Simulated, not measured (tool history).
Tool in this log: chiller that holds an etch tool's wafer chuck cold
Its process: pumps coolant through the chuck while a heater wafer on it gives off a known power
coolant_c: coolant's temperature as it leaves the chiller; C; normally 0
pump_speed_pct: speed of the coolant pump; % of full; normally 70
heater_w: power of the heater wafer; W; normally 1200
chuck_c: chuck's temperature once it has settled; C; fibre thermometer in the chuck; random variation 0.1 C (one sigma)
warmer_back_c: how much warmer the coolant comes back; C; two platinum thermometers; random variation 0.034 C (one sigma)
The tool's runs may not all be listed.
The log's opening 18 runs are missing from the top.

| run | hour | coolant_c | pump_speed_pct | heater_w | chuck_c | warmer_back_c |
|---|---|---|---|---|---|---|
| 19 | 1463.2 | 7 | 82 | 672 | 13.3 | 2.70 |
| 20 | 1563.6 | 7 | 82 | 672 | 13.3 | 2.70 |
| 21 | 1668.8 | 7 | 82 | 954 | 16.1 | 3.88 |
| 22 | 1739.1 | -4 | 63 | 1200 | 9.8 | 6.51 |
| 23 | 1834.5 | -4 | 63 | 1535 | 13.8 | 8.36 |
| 24 | 1921.7 | 6 | 87 | 653 | 11.9 | 2.48 |
| 25 | 1980.5 | -5 | 65 | 692 | 2.8 | 3.59 |
| 26 | 2084.5 | 9 | 68 | 822 | 18.0 | 4.07 |
| 27 | 2146.0 | 5 | 88 | 660 | 10.9 | 2.48 |
| 28 | 2247.9 | 5 | 79 | 718 | 12.1 | 3.06 |
| 29 | 2301.9 | 0 | 88 | 1200 | 11.1 | 4.49 |
| 30 | 2411.5 | 0 | 70 | 816 | 8.8 | 3.94 |
| 31 | 2465.4 | 0 | 94 | 1200 | 10.6 | 4.25 |

4 ways to go on from here, each from the tool as it stands after run 31. What would each give?
| A | 2516.0 | 0 | 70 | 602 | ? | ? |
| B | 2516.0 | -7 | 94 | 602 | ? | ? |
| C | 2516.0 | -4 | 94 | 981 | ? | ? |
| D | 2516.0 | 0 | 97 | 1364 | ? | ? |

| run | chuck_c | warmer_back_c |
|---|---|---|
| A | 6.4 | 2.92 |
| B | -1.7 | 2.12 |
| C | 4.5 | 3.44 |
| D | 11.8 | 4.61 |
What these runs would have given with no unlogged condition in the tool:
| run | chuck_c | warmer_back_c |
|---|---|---|
| A | 5.8 | 2.78 |
| B | -2.2 | 2.02 |
| C | 3.6 | 3.28 |
| D | 10.6 | 4.40 |
